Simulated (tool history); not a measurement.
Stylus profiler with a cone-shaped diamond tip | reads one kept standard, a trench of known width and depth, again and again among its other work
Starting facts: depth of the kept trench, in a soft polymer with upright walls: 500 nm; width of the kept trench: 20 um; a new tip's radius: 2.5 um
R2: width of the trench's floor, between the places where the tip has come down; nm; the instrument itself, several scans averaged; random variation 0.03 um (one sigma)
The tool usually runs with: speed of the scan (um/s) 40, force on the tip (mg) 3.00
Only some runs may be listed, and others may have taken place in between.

{"run": 1, "hour": 0.0, "speed of the scan (um/s)": 40, "force on the tip (mg)": 3.0, "depth of the trench (Å)": 5054.8, "R2": 16560}
{"run": 2, "hour": 16.6, "speed of the scan (um/s)": 40, "force on the tip (mg)": 3.0, "depth of the trench (Å)": 5058.1, "R2": 16560}
{"run": 3, "hour": 50.7, "speed of the scan (um/s)": 40, "force on the tip (mg)": 3.0, "depth of the trench (Å)": 5057.0, "R2": 16560}
{"run": 4, "hour": 79.7, "speed of the scan (um/s)": 40, "force on the tip (mg)": 3.0, "depth of the trench (Å)": 5056.7, "R2": 16520}
{"run": 5, "hour": 106.7, "speed of the scan (um/s)": 40, "force on the tip (mg)": 3.0, "depth of the trench (Å)": 5055.7, "R2": 16480}
{"run": 6, "hour": 129.3, "speed of the scan (um/s)": 40, "force on the tip (mg)": 3.0, "depth of the trench (Å)": 5059.4, "R2": 16500}
{"run": 7, "hour": 163.8, "speed of the scan (um/s)": 40, "force on the tip (mg)": 1.09, "depth of the trench (Å)": 5031.3, "R2": 16400}
{"run": 8, "hour": 189.2, "speed of the scan (um/s)": 40, "force on the tip (mg)": 1.09, "depth of the trench (Å)": 5033.8, "R2": 16360}
{"run": 9, "hour": 206.9, "speed of the scan (um/s)": 40, "force on the tip (mg)": 1.09, "depth of the trench (Å)": 5034.1, "R2": 16400}
{"run": 10, "hour": 223.5, "speed of the scan (um/s)": 40, "force on the tip (mg)": 3.0, "depth of the trench (Å)": 5059.8, "R2": 16470}
{"run": 11, "hour": 242.2, "speed of the scan (um/s)": 40, "force on the tip (mg)": 3.0, "depth of the trench (Å)": 5059.1, "R2": 16460}
{"run": 12, "hour": 269.9, "speed of the scan (um/s)": 40, "force on the tip (mg)": 3.0, "depth of the trench (Å)": 5060.0, "R2": 16500}
{"run": 13, "hour": 294.6, "speed of the scan (um/s)": 40, "force on the tip (mg)": 3.0, "depth of the trench (Å)": 5056.2, "R2": 16390}
{"run": 14, "hour": 326.8, "speed of the scan (um/s)": 40, "force on the tip (mg)": 1.31, "depth of the trench (Å)": 5040.7, "R2": 16380}
{"run": 15, "hour": 348.8, "speed of the scan (um/s)": 40, "force on the tip (mg)": 2.67, "depth of the trench (Å)": 5055.3, "R2": 16400}
{"run": 16, "hour": 368.3, "speed of the scan (um/s)": 40, "force on the tip (mg)": 2.43, "depth of the trench (Å)": 5054.2, "R2": 16420}
{"run": 17, "hour": 399.6, "speed of the scan (um/s)": 40, "force on the tip (mg)": 2.43, "depth of the trench (Å)": 5055.1, "R2": 16360}
{"run": 18, "hour": 418.6, "speed of the scan (um/s)": 40, "force on the tip (mg)": 3.0, "depth of the trench (Å)": 5059.4, "R2": 16430}
{"run": 19, "hour": 440.6, "speed of the scan (um/s)": 40, "force on the tip (mg)": 3.0, "depth of the trench (Å)": 5060.0, "R2": 16370}
{"run": 20, "hour": 460.5, "speed of the scan (um/s)": 40, "force on the tip (mg)": 3.0, "depth of the trench (Å)": 5059.8, "R2": 16390}
{"run": 21, "hour": 482.3, "speed of the scan (um/s)": 13, "force on the tip (mg)": 3.0, "depth of the trench (Å)": 5061.1, "R2": 16430}
{"run": 22, "hour": 507.6, "speed of the scan (um/s)": 101, "force on the tip (mg)": 3.0, "depth of the trench (Å)": 5060.4, "R2": 16190}
{"run": 23, "hour": 523.8, "speed of the scan (um/s)": 101, "force on the tip (mg)": 1.51, "depth of the trench (Å)": 5045.0, "R2": 16130}
{"run": 24, "hour": 543.0, "speed of the scan (um/s)": 40, "force on the tip (mg)": 3.0, "depth of the trench (Å)": 5062.0, "R2": 16370}
{"hour": 545.8, "done": "height scale calibrated on a step standard"}
{"run": 25, "hour": 573.0, "speed of the scan (um/s)": 40, "force on the tip (mg)": 3.0, "depth of the trench (Å)": 5066.6, "R2": 16330}
{"run": 26, "hour": 590.7, "speed of the scan (um/s)": 65, "force on the tip (mg)": 4.11, "depth of the trench (Å)": 5077.7, "R2": 16320}
{"hour": 597.3, "done": "height scale calibrated on a step standard, once more"}
{"run": 27, "hour": 612.4, "speed of the scan (um/s)": 79, "force on the tip (mg)": 8.94, "depth of the trench (Å)": 5093.3, "R2": 16350}
{"run": 28, "hour": 639.0, "speed of the scan (um/s)": 33, "force on the tip (mg)": 4.07, "depth of the trench (Å)": 5057.1, "R2": 16330}
{"run": 29, "hour": 673.9, "speed of the scan (um/s)": 18, "force on the tip (mg)": 4.07, "depth of the trench (Å)": 5057.4, "R2": 16350}
{"run": 30, "hour": 704.8, "speed of the scan (um/s)": 84, "force on the tip (mg)": 1.01, "depth of the trench (Å)": 5025.4, "R2": 16030}
{"run": 31, "hour": 731.7, "speed of the scan (um/s)": 129, "force on the tip (mg)": 2.13, "depth of the trench (Å)": 5037.8, "R2": 16040}
{"run": 32, "hour": 752.1, "speed of the scan (um/s)": 10, "force on the tip (mg)": 2.62, "depth of the trench (Å)": 5045.0, "R2": 16360}
{"run": 33, "hour": 783.4, "speed of the scan (um/s)": 10, "force on the tip (mg)": 2.62, "depth of the trench (Å)": 5044.9, "R2": 16370}
{"run": 34, "hour": 817.7, "speed of the scan (um/s)": 10, "force on the tip (mg)": 2.62, "depth of the trench (Å)": 5045.0, "R2": 16310}
{"run": 35, "hour": 841.6, "speed of the scan (um/s)": 22, "force on the tip (mg)": 4.04, "depth of the trench (Å)": 5059.5, "R2": 16320}
{"run": 36, "hour": 857.8, "speed of the scan (um/s)": 22, "force on the tip (mg)": 4.04, "depth of the trench (Å)": 5058.8, "R2": 16310}
{"run": 37, "hour": 884.1, "speed of the scan (um/s)": 22, "force on the tip (mg)": 4.04, "depth of the trench (Å)": 5060.6, "R2": 16310}
{"run": 38, "hour": 898.8, "speed of the scan (um/s)": 46, "force on the tip (mg)": 4.15, "depth of the trench (Å)": 5057.8, "R2": 16230}
{"run": 39, "hour": 920.6, "speed of the scan (um/s)": 13, "force on the tip (mg)": 5.19, "depth of the trench (Å)": 5070.2, "R2": 16340}
{"run": 40, "hour": 948.9, "speed of the scan (um/s)": 13, "force on the tip (mg)": 5.19, "depth of the trench (Å)": 5071.1, "R2": 16210}
{"run": 41, "hour": 968.9, "speed of the scan (um/s)": 28, "force on the tip (mg)": 8.55, "depth of the trench (Å)": 5094.9, "R2": 16310}
{"run": 42, "hour": 1003.5, "speed of the scan (um/s)": 47, "force on the tip (mg)": 7.43, "depth of the trench (Å)": 5088.5, "R2": 16200}
{"run": 43, "hour": 1033.8, "speed of the scan (um/s)": 47, "force on the tip (mg)": 7.43, "depth of the trench (Å)": 5089.8, "R2": 16210}
{"run": 44, "hour": 1055.7, "speed of the scan (um/s)": 138, "force on the tip (mg)": 7.43, "depth of the trench (Å)": 5089.0, "R2": 16070}
{"run": 45, "hour": 1085.4, "speed of the scan (um/s)": 138, "force on the tip (mg)": 7.43, "depth of the trench (Å)": 5090.0, "R2": 16020}
{"run": 46, "hour": 1110.0, "speed of the scan (um/s)": 138, "force on the tip (mg)": 7.43, "depth of the trench (Å)": 5088.6, "R2": 16030}
{"run": 47, "hour": 1144.2, "speed of the scan (um/s)": 138, "force on the tip (mg)": 7.43, "depth of the trench (Å)": 5088.2, "R2": 16010}

Each row is a separate what-if for the run after 47, all from the same tool condition, not one after another. Results?
{"run": "A", "hour": 1179.7, "speed of the scan (um/s)": 40, "force on the tip (mg)": 6.79, "depth of the trench (Å)": "?", "R2": "?"}
{"run": "B", "hour": 1179.7, "speed of the scan (um/s)": 138, "force on the tip (mg)": 3.2, "depth of the trench (Å)": "?", "R2": "?"}
{"run": "C", "hour": 1179.7, "speed of the scan (um/s)": 27, "force on the tip (mg)": 3.0, "depth of the trench (Å)": "?", "R2": "?"}

run=A depth_of_the_trench_(Å)=5085.9 R2=16190
run=B depth_of_the_trench_(Å)=5054.4 R2=15860
run=C depth_of_the_trench_(Å)=5050.9 R2=16220
With no hidden state in the tool, these same runs would have given:
run=A depth_of_the_trench_(Å)=5080.0 R2=16940
run=B depth_of_the_trench_(Å)=5048.5 R2=16620
run=C depth_of_the_trench_(Å)=5045.0 R2=16980
